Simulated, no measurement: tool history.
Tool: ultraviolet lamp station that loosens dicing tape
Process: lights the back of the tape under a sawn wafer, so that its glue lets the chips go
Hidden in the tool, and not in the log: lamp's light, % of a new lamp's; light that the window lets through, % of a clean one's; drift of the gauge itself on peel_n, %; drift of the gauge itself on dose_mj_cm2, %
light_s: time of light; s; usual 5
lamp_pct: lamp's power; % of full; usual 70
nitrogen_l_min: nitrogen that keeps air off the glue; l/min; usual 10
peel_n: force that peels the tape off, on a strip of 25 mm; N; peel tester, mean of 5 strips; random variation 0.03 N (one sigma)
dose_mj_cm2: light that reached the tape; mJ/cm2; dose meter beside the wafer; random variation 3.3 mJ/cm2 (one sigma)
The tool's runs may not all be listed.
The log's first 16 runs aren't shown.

| run | day | light_s | lamp_pct | nitrogen_l_min | hours of work of the lamp | hours of work since the window was cleaned | peel_n | dose_mj_cm2 |
|---|---|---|---|---|---|---|---|---|
| 17 | 5.004 | 5 | 92 | 10 | 151 | 265 | 1.075 | 610 |
| 18 | 5.325 | 5 | 92 | 10 | 154 | 268 | 1.008 | 602 |
| 19 | 5.804 | 5 | 92 | 10 | 159 | 273 | 1.035 | 606 |
| 20 | 6.158 | 5 | 65 | 5 | 163 | 276 | 2.958 | 424 |
| 21 | 6.529 | 3 | 87 | 6 | 166 | 280 | 3.617 | 337 |
| 22 | 6.883 | 10 | 89 | 7 | 170 | 283 | 0.252 | 1161 |
| 23 | 7.329 | 9 | 82 | 4 | 174 | 288 | 0.803 | 952 |
| 24 | 7.542 | 3 | 70 | 6 | 176 | 290 | 4.438 | 273 |
| 25 | 7.879 | 3 | 90 | 6 | 180 | 293 | 3.377 | 351 |
| 26 | 8.275 | 3 | 90 | 6 | 184 | 297 | 3.497 | 349 |
| 27 | 8.508 | 5 | 90 | 6 | 186 | 299 | 1.601 | 578 |
| 28 | 8.933 | 2 | 70 | 16 | 190 | 304 | 4.456 | 177 |
| 29 | 9.133 | 5 | 70 | 9 | 192 | 306 | 1.978 | 448 |
| 30 | 9.500 | 5 | 74 | 7 | 196 | 309 | 2.127 | 477 |
| 31 | 9.796 | 3 | 96 | 7 | 199 | 312 | 3.095 | 367 |
| 32 | 10.262 | 6 | 61 | 12 | 203 | 317 | 1.571 | 460 |
| 33 | 10.554 | 2 | 72 | 14 | 206 | 320 | 4.938 | 182 |
| 34 | 10.833 | 7 | 70 | 10 | 209 | 323 | 0.970 | 618 |
| 35 | 11.062 | 3 | 76 | 10 | 211 | 325 | 3.503 | 288 |
| 36 | 11.333 | 4 | 70 | 3 | 214 | 327 | 4.422 | 352 |

Forecast each of these 5 alternatives for the next run:
| A | 11.583 | 4 | 70 | 3 | 216 | 330 | ? | ? |
| B | 11.583 | 4 | 98 | 10 | 216 | 330 | ? | ? |
| C | 11.583 | 5 | 70 | 7 | 216 | 330 | ? | ? |
| D | 11.583 | 5 | 74 | 14 | 216 | 330 | ? | ? |
| E | 11.583 | 6 | 61 | 4 | 216 | 330 | ? | ? |

| run | peel_n | dose_mj_cm2 |
|---|---|---|
| A | 4.452 | 354 |
| B | 1.583 | 497 |
| C | 2.439 | 436 |
| D | 1.396 | 466 |
| E | 3.074 | 460 |
Without the tool's hidden state the same runs would have given:
| run | peel_n | dose_mj_cm2 |
|---|---|---|
| A | 3.883 | 411 |
| B | 1.177 | 576 |
| C | 1.927 | 506 |
| D | 1.023 | 541 |
| E | 2.520 | 534 |
